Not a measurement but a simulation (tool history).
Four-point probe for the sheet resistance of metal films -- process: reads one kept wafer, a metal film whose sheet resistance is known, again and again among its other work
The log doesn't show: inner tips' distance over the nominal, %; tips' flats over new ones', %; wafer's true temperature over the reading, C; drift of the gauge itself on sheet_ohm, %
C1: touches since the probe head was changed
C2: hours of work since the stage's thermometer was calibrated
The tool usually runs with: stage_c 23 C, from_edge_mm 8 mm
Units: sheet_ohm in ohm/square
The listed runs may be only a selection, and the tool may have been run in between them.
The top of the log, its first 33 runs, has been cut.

run 34 hour=2138.7 | stage_c=31 from_edge_mm=10 | C1=60203 C2=491 | sheet_ohm=0.245822
-- hour=2174.4 new probe head fitted
run 35 hour=2177.8 | stage_c=31 from_edge_mm=10 | C1=123 C2=508 | sheet_ohm=0.243627
run 36 hour=2258.7 | stage_c=34 from_edge_mm=29 | C1=3096 C2=545 | sheet_ohm=0.241722
run 37 hour=2325.2 | stage_c=34 from_edge_mm=29 | C1=5539 C2=575 | sheet_ohm=0.241704
run 38 hour=2373.4 | stage_c=34 from_edge_mm=29 | C1=7312 C2=596 | sheet_ohm=0.241779
run 39 hour=2420.4 | stage_c=26 from_edge_mm=40 | C1=9038 C2=618 | sheet_ohm=0.242127
run 40 hour=2489.3 | stage_c=26 from_edge_mm=40 | C1=11571 C2=649 | sheet_ohm=0.242239
run 41 hour=2564.1 | stage_c=26 from_edge_mm=40 | C1=14319 C2=683 | sheet_ohm=0.242297
run 42 hour=2626.1 | stage_c=23 from_edge_mm=41 | C1=16595 C2=711 | sheet_ohm=0.242612
run 43 hour=2691.7 | stage_c=30 from_edge_mm=41 | C1=19006 C2=740 | sheet_ohm=0.242239
run 44 hour=2733.8 | stage_c=27 from_edge_mm=5 | C1=20553 C2=759 | sheet_ohm=0.25045
run 45 hour=2823.4 | stage_c=27 from_edge_mm=5 | C1=23845 C2=800 | sheet_ohm=0.250532

Below are 3 alternative next runs, each starting from the tool's condition after run 45. Predict each:
run A hour=2882.3 | stage_c=32 from_edge_mm=11 | C1=26009 C2=826 | sheet_ohm=?
run B hour=2882.3 | stage_c=26 from_edge_mm=7 | C1=26009 C2=826 | sheet_ohm=?
run C hour=2882.3 | stage_c=27 from_edge_mm=8 | C1=26009 C2=826 | sheet_ohm=?

run=A sheet_ohm=0.243943
run=B sheet_ohm=0.246752
run=C sheet_ohm=0.245691
Stripped of hidden state, with their random variation kept, the same runs would have yielded:
run=A sheet_ohm=0.243966
run=B sheet_ohm=0.246773
run=C sheet_ohm=0.245712
